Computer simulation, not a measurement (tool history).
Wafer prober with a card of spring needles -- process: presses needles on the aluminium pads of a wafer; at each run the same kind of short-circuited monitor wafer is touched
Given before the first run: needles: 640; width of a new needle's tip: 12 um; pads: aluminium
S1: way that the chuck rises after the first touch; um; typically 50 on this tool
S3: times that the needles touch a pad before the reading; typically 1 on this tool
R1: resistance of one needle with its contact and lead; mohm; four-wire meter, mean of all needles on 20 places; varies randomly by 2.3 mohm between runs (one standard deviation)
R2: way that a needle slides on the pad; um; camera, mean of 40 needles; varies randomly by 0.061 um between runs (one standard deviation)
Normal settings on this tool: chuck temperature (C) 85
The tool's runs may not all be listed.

Run 1, hour 0: usual settings. Result: R1 255 mohm, R2 9.72 um.
At hour 1.5: tips cleaned on abrasive film.
At hour 17.5: tips cleaned on abrasive film.
Run 2, hour 27.8: usual settings. Result: R1 253 mohm, R2 9.59 um.
At hour 35: tips cleaned on abrasive film.
Run 3, hour 48.1: usual settings. Result: R1 255 mohm, R2 9.8 um.
At hour 52.1: tips cleaned on abrasive film.
At hour 68.3: tips cleaned on abrasive film.
Run 4, hour 71.8: usual settings. Result: R1 257 mohm, R2 9.64 um.
At hour 85: tips cleaned on abrasive film.
Run 5, hour 89.3: usual settings. Result: R1 258 mohm, R2 9.69 um.
At hour 101.4: tips cleaned on abrasive film.
Run 6, hour 111.5: usual settings but S1 30 um. Result: R1 270 mohm, R2 5.82 um.
At hour 118.6: tips cleaned on abrasive film.
Run 7, hour 126.4: usual settings but S1 30 um. Result: R1 269 mohm, R2 5.88 um.
At hour 136.4: tips cleaned on abrasive film.
Run 8, hour 138.6: usual settings but S1 30 um, S3 2. Result: R1 274 mohm, R2 5.87 um.
At hour 152.3: tips cleaned on abrasive film.
Run 9, hour 163.4: usual settings but S1 30 um, S3 2. Result: R1 272 mohm, R2 5.85 um.
At hour 168.7: tips cleaned on abrasive film.
At hour 170.6: height of the first contact set anew.
At hour 184.8: tips cleaned on abrasive film.
Run 10, hour 189: usual settings but S1 30 um, S3 2. Result: R1 266 mohm, R2 5.84 um.
At hour 201: tips cleaned on abrasive film.
Run 11, hour 213.9: usual settings but S1 30 um, chuck temperature (C) 32, S3 2. Result: R1 255 mohm, R2 5.82 um.
At hour 217.7: tips cleaned on abrasive film.
Run 12, hour 233: usual settings but S1 30 um, chuck temperature (C) 32, S3 2. Result: R1 248 mohm, R2 5.89 um.
At hour 235: tips cleaned on abrasive film.
Run 13, hour 248.9: usual settings but S1 48 um, chuck temperature (C) 56. Result: R1 248 mohm, R2 9.28 um.
At hour 252.7: tips cleaned on abrasive film.
Run 14, hour 265.7: usual settings but S1 35 um, chuck temperature (C) 40. Result: R1 249 mohm, R2 6.91 um.
At hour 270: tips cleaned on abrasive film.
At hour 286.2: tips cleaned on abrasive film.
Run 15, hour 286.2: usual settings but S1 35 um, chuck temperature (C) 40. Result: R1 252 mohm, R2 6.77 um.
At hour 302.1: tips cleaned on abrasive film.
Run 16, hour 302.1: usual settings but chuck temperature (C) 124. Result: R1 264 mohm, R2 9.55 um.
Run 17, hour 314.3: usual settings but chuck temperature (C) 124. Result: R1 272 mohm, R2 9.68 um.
At hour 318.9: tips cleaned on abrasive film.
Run 18, hour 333.9: usual settings but S1 54 um. Result: R1 254 mohm, R2 10.41 um.

Alternative continuations, all from the tool just after run 18; predict every row:
At hour 335.3: tips cleaned on abrasive film.
At hour 351.8: tips cleaned on abrasive film.
Run A, hour 361.1: usual settings but S1 54 um, S3 2. Result: R1 ?, R2 ?.
At hour 335.3: tips cleaned on abrasive film.
At hour 351.8: tips cleaned on abrasive film.
Run B, hour 361.1: usual settings but chuck temperature (C) 41. Result: R1 ?, R2 ?.
At hour 335.3: tips cleaned on abrasive film.
At hour 351.8: tips cleaned on abrasive film.
Run C, hour 361.1: usual settings but S1 33 um, chuck temperature (C) 51, S3 3. Result: R1 ?, R2 ?.

run   R1     R2
  A  256  10.53
  B  247   9.69
  C  257   6.45
Without the tool's hidden state the same runs would have given:
run   R1     R2
  A  255  10.53
  B  247   9.69
  C  256   6.45
